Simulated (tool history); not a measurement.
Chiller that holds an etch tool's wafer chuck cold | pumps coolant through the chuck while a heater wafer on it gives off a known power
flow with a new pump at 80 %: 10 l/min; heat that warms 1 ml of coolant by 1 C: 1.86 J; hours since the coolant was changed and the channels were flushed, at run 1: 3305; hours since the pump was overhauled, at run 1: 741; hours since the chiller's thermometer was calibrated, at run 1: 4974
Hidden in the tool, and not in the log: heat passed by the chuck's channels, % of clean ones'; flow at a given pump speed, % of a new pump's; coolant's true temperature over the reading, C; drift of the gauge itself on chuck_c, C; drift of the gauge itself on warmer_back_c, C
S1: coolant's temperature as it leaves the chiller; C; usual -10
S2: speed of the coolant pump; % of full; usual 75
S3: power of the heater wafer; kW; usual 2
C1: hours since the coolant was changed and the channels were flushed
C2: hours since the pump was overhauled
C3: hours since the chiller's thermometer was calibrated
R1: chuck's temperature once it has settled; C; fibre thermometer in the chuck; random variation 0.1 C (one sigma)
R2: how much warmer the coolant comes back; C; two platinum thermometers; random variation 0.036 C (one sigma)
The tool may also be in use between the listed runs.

run 1 day=0 | S1=-10 S2=75 S3=2 | C1=3305 C2=741 C3=4974 | R1=6.8 R2=6.96
run 2 day=1.783 | S1=-10 S2=75 S3=2 | C1=3348 C2=784 C3=5017 | R1=6.9 R2=6.97
run 3 day=2.95 | S1=-10 S2=75 S3=2 | C1=3376 C2=812 C3=5045 | R1=7 R2=6.96
run 4 day=3.996 | S1=-10 S2=94 S3=2 | C1=3401 C2=837 C3=5070 | R1=4 R2=5.42
run 5 day=5.262 | S1=-10 S2=94 S3=2 | C1=3431 C2=868 C3=5100 | R1=4 R2=5.34
run 6 day=6.962 | S1=-10 S2=94 S3=2 | C1=3472 C2=908 C3=5141 | R1=4.2 R2=5.41
-- day=7.638 chiller's thermometer calibrated
run 7 day=8.946 | S1=-10 S2=94 S3=1.896 | C1=3519 C2=955 C3=31 | R1=2.9 R2=5.1
run 8 day=10.45 | S1=-10 S2=90 S3=2 | C1=3555 C2=991 C3=68 | R1=4 R2=5.67
run 9 day=12.396 | S1=-10 S2=90 S3=2 | C1=3601 C2=1038 C3=114 | R1=4.3 R2=5.62
run 10 day=14.492 | S1=-10 S2=90 S3=2 | C1=3652 C2=1088 C3=165 | R1=4.2 R2=5.75
run 11 day=15.992 | S1=-13 S2=90 S3=2 | C1=3688 C2=1124 C3=201 | R1=1.1 R2=5.65
run 12 day=17.108 | S1=-13 S2=90 S3=2 | C1=3714 C2=1151 C3=227 | R1=1.2 R2=5.74

Run 13 comes next. What will it give?
run 13 day=19.204 | S1=-13 S2=90 S3=2 | C1=3765 C2=1201 C3=278 | R1=? R2=?

R1: 1.2 C
R2: 5.66 C
Without the tool's hidden state the same run would have given R1 0.4 C, R2 5.6 C.
